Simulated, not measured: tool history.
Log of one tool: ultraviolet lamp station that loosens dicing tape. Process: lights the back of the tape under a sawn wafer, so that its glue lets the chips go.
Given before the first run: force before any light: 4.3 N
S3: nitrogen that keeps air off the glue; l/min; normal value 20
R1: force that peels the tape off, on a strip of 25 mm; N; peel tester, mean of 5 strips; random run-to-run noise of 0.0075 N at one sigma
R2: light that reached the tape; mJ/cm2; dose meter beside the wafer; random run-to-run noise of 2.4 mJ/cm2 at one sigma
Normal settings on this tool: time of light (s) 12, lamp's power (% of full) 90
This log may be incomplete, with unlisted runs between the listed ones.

Run 1, hour 0.0: usual settings. Result: R1 0.286 N, R2 258 mJ/cm2.
Run 2, hour 63.2: usual settings. Result: R1 0.267 N, R2 258 mJ/cm2.
Run 3, hour 112.6: usual settings. Result: R1 0.287 N, R2 257 mJ/cm2.
Run 4, hour 148.2: usual settings. Result: R1 0.284 N, R2 259 mJ/cm2.
Run 5, hour 223.1: usual settings. Result: R1 0.274 N, R2 258 mJ/cm2.
Run 6, hour 259.0: usual settings. Result: R1 0.288 N, R2 255 mJ/cm2.
Run 7, hour 319.8: usual settings but lamp's power (% of full) 67. Result: R1 0.371 N, R2 191 mJ/cm2.
Run 8, hour 392.3: usual settings but lamp's power (% of full) 67. Result: R1 0.371 N, R2 191 mJ/cm2.
Run 9, hour 423.8: usual settings but lamp's power (% of full) 67. Result: R1 0.378 N, R2 190 mJ/cm2.
Run 10, hour 470.9: usual settings but time of light (s) 7, lamp's power (% of full) 75, S3 10 l/min. Result: R1 0.870 N, R2 127 mJ/cm2.
Run 11, hour 543.9: usual settings but time of light (s) 21, lamp's power (% of full) 72. Result: R1 0.249 N, R2 361 mJ/cm2.
Run 12, hour 590.0: usual settings but time of light (s) 11, lamp's power (% of full) 60, S3 14 l/min. Result: R1 0.543 N, R2 156 mJ/cm2.
Run 13, hour 662.0: usual settings but time of light (s) 17, S3 15 l/min. Result: R1 0.252 N, R2 364 mJ/cm2.
Run 14, hour 721.7: usual settings but time of light (s) 8, lamp's power (% of full) 70, S3 29 l/min. Result: R1 0.524 N, R2 135 mJ/cm2.
Run 15, hour 777.7: usual settings but time of light (s) 19, lamp's power (% of full) 83, S3 6 l/min. Result: R1 0.283 N, R2 373 mJ/cm2.
Run 16, hour 827.8: usual settings but time of light (s) 15, lamp's power (% of full) 69, S3 10 l/min. Result: R1 0.367 N, R2 244 mJ/cm2.
Run 17, hour 893.9: usual settings but time of light (s) 22. Result: R1 0.240 N, R2 470 mJ/cm2.

The log once held 2 entries between its listed runs, left out of this copy. Where does each go, and what is different about the tool's unlogged condition between the listed run before it and the listed run after it?
In the gap between runs 7 and 8: window cleaned of glue's vapour (hour 348.4)
  light that the window lets through, % of a clean one's: 99.9 -> 100
In the gap between runs 13 and 14: window cleaned of glue's vapour (hour 692.3)
  light that the window lets through, % of a clean one's: 99.9 -> 100
